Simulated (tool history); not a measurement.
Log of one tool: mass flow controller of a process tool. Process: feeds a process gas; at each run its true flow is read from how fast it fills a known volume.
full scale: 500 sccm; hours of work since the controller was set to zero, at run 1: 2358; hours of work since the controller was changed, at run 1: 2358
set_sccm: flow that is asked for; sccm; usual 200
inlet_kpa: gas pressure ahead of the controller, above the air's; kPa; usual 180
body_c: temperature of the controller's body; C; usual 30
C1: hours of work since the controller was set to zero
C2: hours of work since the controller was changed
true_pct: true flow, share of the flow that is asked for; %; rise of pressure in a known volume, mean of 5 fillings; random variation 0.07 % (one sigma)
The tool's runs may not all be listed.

Run 1, day 0: usual settings; C1 2358; C2 2358. Result: true_pct 98.95 %.
Run 2, day 5.088: usual settings; C1 2424; C2 2424. Result: true_pct 99.01 %.
Run 3, day 8.65: usual settings; C1 2470; C2 2470. Result: true_pct 99.1 %.
Run 4, day 14.138: usual settings but set_sccm 246 sccm; C1 2540; C2 2540. Result: true_pct 99.36 %.
Run 5, day 17.358: usual settings but set_sccm 136 sccm; C1 2581; C2 2581. Result: true_pct 99.13 %.
Run 6, day 22.042: usual settings; C1 2642; C2 2642. Result: true_pct 99.35 %.
Run 7, day 27.183: usual settings but inlet_kpa 161 kPa; C1 2708; C2 2708. Result: true_pct 99.56 %.
Run 8, day 31.829: usual settings but inlet_kpa 161 kPa; C1 2767; C2 2767. Result: true_pct 99.69 %.
Run 9, day 38.842: usual settings but inlet_kpa 161 kPa; C1 2857; C2 2857. Result: true_pct 99.69 %.
Run 10, day 44.096: usual settings; C1 2925; C2 2925. Result: true_pct 99.71 %.
Run 11, day 47.804: usual settings; C1 2972; C2 2972. Result: true_pct 99.85 %.
Run 12, day 51.6: usual settings; C1 3021; C2 3021. Result: true_pct 99.95 %.
Run 13, day 56.221: usual settings; C1 3081; C2 3081. Result: true_pct 99.94 %.
Run 14, day 61.767: usual settings; C1 3152; C2 3152. Result: true_pct 100.11 %.
Run 15, day 66.054: usual settings; C1 3207; C2 3207. Result: true_pct 100.09 %.
Run 16, day 70.096: usual settings; C1 3259; C2 3259. Result: true_pct 100.2 %.
Run 17, day 74.458: usual settings; C1 3315; C2 3315. Result: true_pct 100.28 %.
Run 18, day 78.25: usual settings; C1 3363; C2 3363. Result: true_pct 100.32 %.
Run 19, day 83.862: usual settings; C1 3436; C2 3436. Result: true_pct 100.52 %.
Run 20, day 86.938: usual settings; C1 3475; C2 3475. Result: true_pct 100.47 %.
Run 21, day 92.958: usual settings; C1 3552; C2 3552. Result: true_pct 100.71 %.
Run 22, day 96.079: usual settings but set_sccm 68 sccm, body_c 22 C; C1 3593; C2 3593. Result: true_pct 101.35 %.
Run 23, day 99.379: usual settings but set_sccm 68 sccm, body_c 22 C; C1 3635; C2 3635. Result: true_pct 101.49 %.
Run 24, day 103.825: usual settings but set_sccm 68 sccm, body_c 22 C; C1 3692; C2 3692. Result: true_pct 101.5 %.
Run 25, day 109.533: usual settings but set_sccm 68 sccm, body_c 22 C; C1 3765; C2 3765. Result: true_pct 101.64 %.
Run 26, day 114.517: usual settings but set_sccm 68 sccm, body_c 22 C; C1 3829; C2 3829. Result: true_pct 101.79 %.
Run 27, day 119.679: usual settings but inlet_kpa 249 kPa; C1 3896; C2 3896. Result: true_pct 100.85 %.
Run 28, day 126.596: usual settings but set_sccm 65 sccm, body_c 27 C; C1 3984; C2 3984. Result: true_pct 101.29 %.
Run 29, day 130.075: usual settings but set_sccm 65 sccm, body_c 27 C; C1 4029; C2 4029. Result: true_pct 101.38 %.
Run 30, day 136.25: usual settings but set_sccm 65 sccm, body_c 27 C; C1 4109; C2 4109. Result: true_pct 101.42 %.
Run 31, day 141.962: usual settings but set_sccm 449 sccm, inlet_kpa 198 kPa, body_c 25 C; C1 4182; C2 4182. Result: true_pct 102.33 %.
Run 32, day 145.896: usual settings but set_sccm 449 sccm, inlet_kpa 198 kPa, body_c 25 C; C1 4232; C2 4232. Result: true_pct 102.54 %.
At day 147.746: gauge calibrated.
Run 33, day 149.867: usual settings but set_sccm 449 sccm, inlet_kpa 198 kPa, body_c 39 C; C1 4283; C2 4283. Result: true_pct 98.37 %.

Hidden state or all else? Some run-to-run changes of true_pct, split into what the settings, what came in and random variation would give without the hidden state, and what is left for the hidden state (with any gauge scatter that isn't in both results):
The hidden state here: flow at rest that the sensor doesn't see, % of full scale; true flow over the shown one, %; drift of the gauge itself on true_pct, %.
Run 8 -> 9: no setting changed, nothing entered. true_pct +0 %: hidden state +0.13, all else -0.13.
Run 26 -> 27: set_sccm 68 -> 200, inlet_kpa 180 -> 249, body_c 22 -> 30. true_pct -0.94 %: hidden state +0.05, all else -0.99.
Run 27 -> 28: set_sccm 200 -> 65, inlet_kpa 249 -> 180, body_c 30 -> 27. true_pct +0.44 %: hidden state +0.15, all else +0.29.
Run 30 -> 31: set_sccm 65 -> 449, inlet_kpa 180 -> 198, body_c 27 -> 25. true_pct +0.91 %: hidden state +0.1, all else +0.81.
Run 32 -> 33: body_c 25 -> 39, gauge calibrated. true_pct -4.17 %: hidden state -2.55, all else -1.62.
